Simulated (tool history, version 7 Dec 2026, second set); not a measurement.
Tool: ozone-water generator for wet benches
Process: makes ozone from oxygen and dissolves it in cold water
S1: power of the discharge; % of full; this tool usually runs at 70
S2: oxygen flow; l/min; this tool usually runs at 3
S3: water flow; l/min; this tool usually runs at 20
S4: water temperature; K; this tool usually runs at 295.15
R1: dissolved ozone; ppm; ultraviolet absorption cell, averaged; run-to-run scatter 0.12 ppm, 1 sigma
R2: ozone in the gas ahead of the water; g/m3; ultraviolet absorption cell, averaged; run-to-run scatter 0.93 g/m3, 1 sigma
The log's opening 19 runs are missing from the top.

{"run": 20, "hour": 2529.7, "S1": 70, "S2": 2.89, "S3": 20, "S4": 288.15, "R1": 9.7, "R2": 138.2}
{"run": 21, "hour": 2663.2, "S1": 60, "S2": 2.89, "S3": 20, "S4": 288.15, "R1": 9, "R2": 127.3}
{"run": 22, "hour": 2756.6, "S1": 60, "S2": 1.92, "S3": 20, "S4": 288.15, "R1": 8.3, "R2": 167.8}
{"run": 23, "hour": 2906.4, "S1": 60, "S2": 1.92, "S3": 20, "S4": 288.15, "R1": 8.5, "R2": 165.3}
{"run": 24, "hour": 3065.9, "S1": 60, "S2": 1.92, "S3": 20, "S4": 288.15, "R1": 8.4, "R2": 163}
{"run": 25, "hour": 3207.8, "S1": 70, "S2": 1.93, "S3": 20, "S4": 289.15, "R1": 8.7, "R2": 172.9}
{"run": 26, "hour": 3298.8, "S1": 70, "S2": 1.93, "S3": 20, "S4": 289.15, "R1": 8.7, "R2": 170.5}
{"run": 27, "hour": 3415.4, "S1": 70, "S2": 1.93, "S3": 20, "S4": 289.15, "R1": 8.8, "R2": 170.3}
{"run": 28, "hour": 3580.0, "S1": 70, "S2": 1.93, "S3": 20, "S4": 289.15, "R1": 8.6, "R2": 168.1}
{"run": 29, "hour": 3728.2, "S1": 85, "S2": 1.93, "S3": 31, "S4": 289.15, "R1": 5.7, "R2": 181.5}
{"run": 30, "hour": 3827.2, "S1": 80, "S2": 3, "S3": 19, "S4": 292.15, "R1": 9.5, "R2": 131.5}
{"run": 31, "hour": 3940.7, "S1": 49, "S2": 1.8, "S3": 18, "S4": 289.15, "R1": 7.9, "R2": 149.3}
{"run": 32, "hour": 4048.4, "S1": 49, "S2": 1.8, "S3": 18, "S4": 289.15, "R1": 7.8, "R2": 149.7}
{"run": 33, "hour": 4231.4, "S1": 49, "S2": 1.8, "S3": 18, "S4": 289.15, "R1": 7.8, "R2": 148.2}
{"run": 34, "hour": 4395.7, "S1": 70, "S2": 3, "S3": 20, "S4": 294.15, "R1": 8.1, "R2": 120.8}

Alternative continuations, all from the tool just after run 34; predict every row:
{"run": "A", "hour": 4520.5, "S1": 70, "S2": 3, "S3": 22, "S4": 294.15, "R1": "?", "R2": "?"}
{"run": "B", "hour": 4520.5, "S1": 70, "S2": 3, "S3": 24, "S4": 297.15, "R1": "?", "R2": "?"}
{"run": "C", "hour": 4520.5, "S1": 70, "S2": 3, "S3": 20, "S4": 301.15, "R1": "?", "R2": "?"}

run=A R1=7.4 R2=119.5
run=B R1=6.5 R2=120.4
run=C R1=7.6 R2=118.9
Without the tool's unlogged condition, the same runs would have read:
run=A R1=10 R2=155.6
run=B R1=8.8 R2=156.7
run=C R1=10.1 R2=154.8
